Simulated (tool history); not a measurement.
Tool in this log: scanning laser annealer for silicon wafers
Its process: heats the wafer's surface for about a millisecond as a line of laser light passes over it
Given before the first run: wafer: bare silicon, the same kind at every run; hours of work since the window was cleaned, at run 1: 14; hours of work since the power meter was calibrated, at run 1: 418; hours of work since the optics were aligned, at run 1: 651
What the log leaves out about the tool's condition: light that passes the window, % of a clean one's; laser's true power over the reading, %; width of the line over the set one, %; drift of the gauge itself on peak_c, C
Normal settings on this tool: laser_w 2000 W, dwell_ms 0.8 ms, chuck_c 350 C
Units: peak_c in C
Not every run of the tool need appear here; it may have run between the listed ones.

run	hour	laser_w	dwell_ms	chuck_c	hours of work since the window was cleaned	hours of work since the power meter was calibrated	hours of work since the optics were aligned	peak_c
1	0	2000	0.8	350	14	418	651	1147
2	30.9	2000	0.8	350	31	435	668	1146
3	52.3	2000	0.8	350	42	446	680	1146
4	83	2000	0.8	350	59	463	696	1145
5	98	2000	0.8	325	67	471	704	1122
6	119.9	2000	0.8	325	79	483	716	1121
7	156.4	2000	0.8	325	99	503	736	1116
8	182.7	2000	0.8	325	113	517	750	1120
9	212.4	2000	0.629	350	129	533	766	1049
10	233.1	2000	0.8	350	140	544	777	1141
11	250.2	2000	0.8	350	149	553	787	1138
12	283.2	2000	0.976	350	167	571	805	1223
13	314.1	2000	0.976	350	184	588	821	1217
14	332.8	2000	0.8	327	194	598	831	1114
15	361.4	2000	0.8	327	209	614	847	1110
16	390	2191	0.8	350	225	629	862	1236
17	418.4	2191	0.8	350	240	644	878	1230
18	446.4	2191	0.8	350	255	659	893	1231
# hour 453.2: optics aligned, line set to its width
19	476.4	2191	0.8	347	269	673	13	1221
20	506.2	2191	0.8	347	285	689	29	1222
21	527.9	2000	0.828	350	297	701	40	1136
22	549.2	1877	0.8	350	308	712	52	1058
23	572.1	2000	0.8	379	321	725	64	1149
24	587.3	1850	0.8	320	329	733	73	1017
25	604.3	1775	0.642	388	338	742	82	977
# hour 612.6: optics aligned, line set to its width, once more
26	629.8	1775	0.614	317	349	753	9	900
27	651.6	1775	0.753	317	361	765	21	964
28	686.1	1775	0.902	317	380	784	40	1023
29	718.4	1775	0.902	317	397	801	57	1024
30	746.7	2000	0.968	350	413	817	73	1210
31	766.1	2000	0.968	350	423	827	83	1207
32	794.4	2000	0.968	350	438	842	98	1205
33	828.3	2000	0.968	350	457	861	117	1202
34	853	2000	0.8	353	470	874	130	1131
35	871.3	2181	0.768	330	480	884	140	1177
36	887.1	2046	0.843	312	488	892	149	1132
# hour 911: window over the wafer cleaned
37	916.7	2054	0.598	385	3	907	163	1104
38	939.2	2000	0.624	378	15	920	176	1089
39	975.9	1935	0.892	350	35	939	195	1162
40	994.1	2000	0.8	348	45	949	205	1147

For some of the steps in peak_c from one run to the next: how much would appear even if the tool had no hidden state, given the settings, what came in and random variation, and how much remains for the hidden state plus any gauge scatter that the measured result and the result without hidden state don't share?
Run 15 -> 16: laser_w 2000 -> 2191, chuck_c 327 -> 350. peak_c +126 C: hidden state -4, all else +130.
Run 18 -> 19: chuck_c 350 -> 347, optics aligned, line set to its width. peak_c -10 C: hidden state -8, all else -2.
Run 23 -> 24: laser_w 2000 -> 1850, chuck_c 379 -> 320. peak_c -132 C: hidden state +3, all else -135.
Run 25 -> 26: dwell_ms 0.642 -> 0.614, chuck_c 388 -> 317, optics aligned, line set to its width, once more. peak_c -77 C: hidden state +12, all else -89.
Run 29 -> 30: laser_w 1775 -> 2000, dwell_ms 0.902 -> 0.968, chuck_c 317 -> 350. peak_c +186 C: hidden state -7, all else +193.
Run 36 -> 37: laser_w 2046 -> 2054, dwell_ms 0.843 -> 0.598, chuck_c 312 -> 385, window over the wafer cleaned. peak_c -28 C: hidden state +35, all else -63.
